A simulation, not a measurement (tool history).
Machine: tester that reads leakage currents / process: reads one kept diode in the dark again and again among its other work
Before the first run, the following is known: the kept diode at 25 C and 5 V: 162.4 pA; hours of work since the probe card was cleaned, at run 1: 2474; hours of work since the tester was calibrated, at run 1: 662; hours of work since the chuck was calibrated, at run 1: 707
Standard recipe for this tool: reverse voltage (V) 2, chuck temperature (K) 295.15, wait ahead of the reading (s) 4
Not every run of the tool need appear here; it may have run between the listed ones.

| run | hour | reverse voltage (V) | chuck temperature (K) | wait ahead of the reading (s) | hours of work since the probe card was cleaned | hours of work since the tester was calibrated | hours of work since the chuck was calibrated | current that the tester gives (pA) |
|---|---|---|---|---|---|---|---|---|
| 1 | 0 | 2 | 295.15 | 4 | 2474 | 662 | 707 | 79.17 |
| 2 | 35.3 | 2 | 295.15 | 4 | 2493 | 681 | 726 | 79.27 |
| 3 | 68.3 | 2 | 295.15 | 4 | 2510 | 699 | 744 | 78.84 |
| 4 | 96.6 | 2 | 295.15 | 4 | 2525 | 713 | 758 | 79.03 |
| 5 | 127 | 2 | 295.15 | 4 | 2541 | 729 | 774 | 78.95 |
| 6 | 149.1 | 2 | 295.15 | 4 | 2553 | 741 | 786 | 78.93 |
| 7 | 166.8 | 2 | 295.15 | 4 | 2562 | 751 | 796 | 78.91 |
|  | 183.1 | probe card cleaned and baked |
| 8 | 202.1 | 2 | 295.15 | 4 | 10 | 768 | 813 | 72.73 |
| 9 | 236.5 | 2 | 308.15 | 4 | 28 | 786 | 831 | 184.82 |
| 10 | 270.5 | 2 | 308.15 | 0.8 | 46 | 804 | 849 | 185.55 |
| 11 | 292.7 | 2 | 308.15 | 0.8 | 58 | 815 | 860 | 183.62 |
| 12 | 308 | 2 | 308.15 | 0.8 | 66 | 824 | 869 | 184.7 |
| 13 | 338.5 | 2 | 308.15 | 0.8 | 82 | 840 | 885 | 184.25 |
| 14 | 365 | 1.21 | 295.15 | 4 | 96 | 854 | 899 | 54.72 |
| 15 | 387.9 | 2 | 295.15 | 4 | 108 | 866 | 911 | 71.91 |
| 16 | 410.8 | 2 | 295.15 | 4 | 120 | 878 | 923 | 72.57 |
| 17 | 442 | 2 | 295.15 | 4 | 137 | 894 | 939 | 72.75 |
| 18 | 462 | 2 | 295.15 | 4 | 147 | 905 | 950 | 72.4 |
| 19 | 482.8 | 2 | 295.15 | 4 | 158 | 916 | 961 | 72.49 |
| 20 | 517.8 | 2 | 295.15 | 4 | 177 | 934 | 979 | 72.87 |
| 21 | 537.7 | 1.15 | 295.15 | 0.84 | 187 | 945 | 990 | 53.26 |
| 22 | 571.7 | 1.15 | 295.15 | 0.84 | 205 | 963 | 1008 | 53.33 |
| 23 | 603.9 | 5.12 | 330.15 | 2.44 | 222 | 980 | 1025 | 1261.79 |
| 24 | 638.6 | 14.92 | 295.15 | 2.72 | 241 | 998 | 1043 | 227.87 |
| 25 | 665.1 | 14.92 | 323.15 | 0.99 | 255 | 1012 | 1057 | 1505.16 |
| 26 | 687.4 | 14.92 | 308.15 | 0.59 | 266 | 1024 | 1069 | 576.36 |
| 27 | 716.9 | 14.92 | 299.15 | 0.38 | 282 | 1039 | 1084 | 316.37 |
| 28 | 739.5 | 4.51 | 315.15 | 1.69 | 294 | 1051 | 1096 | 461.25 |
| 29 | 757.4 | 3.07 | 315.15 | 0.69 | 303 | 1061 | 1106 | 370.72 |
| 30 | 773.8 | 6.79 | 293.15 | 3.73 | 312 | 1070 | 1115 | 125.55 |
| 31 | 806.3 | 7.88 | 327.15 | 3.73 | 329 | 1087 | 1132 | 1343.42 |
| 32 | 842.1 | 2 | 310.15 | 3.23 | 348 | 1106 | 1151 | 206.58 |
| 33 | 870.9 | 2 | 310.15 | 3.23 | 363 | 1121 | 1166 | 208.36 |
| 34 | 890.5 | 3.55 | 295.15 | 3.26 | 374 | 1131 | 1176 | 99.78 |
| 35 | 915.4 | 2.66 | 322.15 | 2.65 | 387 | 1144 | 1189 | 530.05 |
| 36 | 932.8 | 4.59 | 298.15 | 9.29 | 396 | 1153 | 1198 | 143.45 |
| 37 | 959.7 | 2.09 | 315.15 | 2.98 | 410 | 1168 | 1213 | 295.38 |
| 38 | 997 | 3.97 | 295.15 | 0.33 | 430 | 1187 | 1232 | 109.82 |
| 39 | 1017.4 | 3.97 | 295.15 | 0.33 | 441 | 1198 | 1243 | 110.16 |

Below are 4 alternative next runs, each starting from the tool's condition after run 39. Predict each:
| A | 1048.8 | 6.03 | 295.15 | 0.33 | 457 | 1215 | 1260 | ? |
| B | 1048.8 | 4.14 | 310.15 | 0.35 | 457 | 1215 | 1260 | ? |
| C | 1048.8 | 2 | 298.15 | 0.99 | 457 | 1215 | 1260 | ? |
| D | 1048.8 | 4.44 | 294.15 | 2.83 | 457 | 1215 | 1260 | ? |

| run | current that the tester gives (pA) |
|---|---|
| A | 140.99 |
| B | 315.18 |
| C | 89.98 |
| D | 105.38 |
The same runs, with their run-to-run variation unchanged, on a tool lacking any hidden condition would have given:
| run | current that the tester gives (pA) |
|---|---|
| A | 151.44 |
| B | 341.75 |
| C | 97.84 |
| D | 113.73 |
